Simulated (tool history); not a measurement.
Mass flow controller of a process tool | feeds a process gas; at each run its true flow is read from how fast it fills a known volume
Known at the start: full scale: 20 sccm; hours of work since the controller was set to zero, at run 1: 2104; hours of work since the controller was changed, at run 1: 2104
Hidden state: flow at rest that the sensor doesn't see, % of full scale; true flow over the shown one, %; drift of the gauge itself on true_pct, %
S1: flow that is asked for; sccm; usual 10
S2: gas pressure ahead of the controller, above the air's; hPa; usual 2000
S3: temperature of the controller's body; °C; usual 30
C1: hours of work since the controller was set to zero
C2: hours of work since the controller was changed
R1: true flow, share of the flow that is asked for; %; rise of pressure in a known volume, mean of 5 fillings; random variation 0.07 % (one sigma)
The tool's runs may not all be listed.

Run 1, hour 0.0: usual settings; C1 2104; C2 2104. Result: R1 100.37 %.
Run 2, hour 250.7: usual settings; C1 2233; C2 2233. Result: R1 100.36 %.
Run 3, hour 428.1: usual settings but S1 14 sccm; C1 2324; C2 2324. Result: R1 100.82 %.
Run 4, hour 615.4: usual settings but S1 14 sccm; C1 2420; C2 2420. Result: R1 100.88 %.
Run 5, hour 916.2: usual settings but S1 14 sccm; C1 2574; C2 2574. Result: R1 100.82 %.
Run 6, hour 1116.0: usual settings but S1 2 sccm; C1 2677; C2 2677. Result: R1 103.18 %.
Run 7, hour 1424.1: usual settings but S1 2 sccm; C1 2835; C2 2835. Result: R1 103.47 %.
Run 8, hour 1607.3: usual settings but S1 2 sccm; C1 2930; C2 2930. Result: R1 103.52 %.
Run 9, hour 1996.9: usual settings but S1 2 sccm; C1 3130; C2 3130. Result: R1 104.04 %.
Run 10, hour 2200.8: usual settings but S1 2 sccm; C1 3235; C2 3235. Result: R1 104.09 %.
Run 11, hour 2511.6: usual settings; C1 3394; C2 3394. Result: R1 101.25 %.
Run 12, hour 2695.9: usual settings but S1 6 sccm, S2 1600 hPa, S3 37 °C; C1 3489; C2 3489. Result: R1 101.19 %.
Run 13, hour 2894.0: usual settings but S1 2 sccm, S2 1600 hPa, S3 37 °C; C1 3591; C2 3591. Result: R1 104.16 %.
At hour 2928.4: controller's zero set anew.
Run 14, hour 3235.4: usual settings but S1 2 sccm, S2 1680 hPa, S3 39 °C; C1 158; C2 3766. Result: R1 106.22 %.
Run 15, hour 3481.5: usual settings but S1 8 sccm, S2 1400 hPa, S3 20 °C; C1 284; C2 3892. Result: R1 102.82 %.
Run 16, hour 3700.6: usual settings but S1 8 sccm, S2 1400 hPa, S3 20 °C; C1 397; C2 4005. Result: R1 102.92 %.
Run 17, hour 4058.2: usual settings but S1 4 sccm, S2 1400 hPa, S3 23 °C; C1 581; C2 4189. Result: R1 104.47 %.
At hour 4159.8: controller's zero set anew, once more.
Run 18, hour 4305.8: usual settings but S1 13 sccm, S2 1480 hPa, S3 37 °C; C1 75; C2 4316. Result: R1 100.61 %.
Run 19, hour 4496.2: usual settings but S2 2360 hPa, S3 29 °C; C1 173; C2 4413. Result: R1 101.19 %.
Run 20, hour 4674.2: usual settings but S1 11 sccm, S2 1620 hPa, S3 29 °C; C1 264; C2 4505. Result: R1 101.22 %.
Run 21, hour 5079.1: usual settings but S3 23 °C; C1 472; C2 4713. Result: R1 101.85 %.

Forecast each of these 5 alternatives for the next run:
Run A, hour 5470.4: usual settings but S1 5 sccm, S2 1500 hPa, S3 23 °C; C1 673; C2 4914. Result: R1 ?.
Run B, hour 5470.4: usual settings but S1 17 sccm, S2 1820 hPa; C1 673; C2 4914. Result: R1 ?.
Run C, hour 5470.4: usual settings but S1 4 sccm; C1 673; C2 4914. Result: R1 ?.
Run D, hour 5470.4: usual settings but S1 9 sccm, S2 2600 hPa, S3 24 °C; C1 673; C2 4914. Result: R1 ?.
Run E, hour 5470.4: usual settings but S1 3 sccm, S3 39 °C; C1 673; C2 4914. Result: R1 ?.

run      R1
  A  101.53
  B  101.95
  C  101.33
  D  102.07
  E  100.70
Without the tool's hidden state the same runs would have given:
run     R1
  A  98.65
  B  99.33
  C  98.35
  D  99.35
  E  97.57

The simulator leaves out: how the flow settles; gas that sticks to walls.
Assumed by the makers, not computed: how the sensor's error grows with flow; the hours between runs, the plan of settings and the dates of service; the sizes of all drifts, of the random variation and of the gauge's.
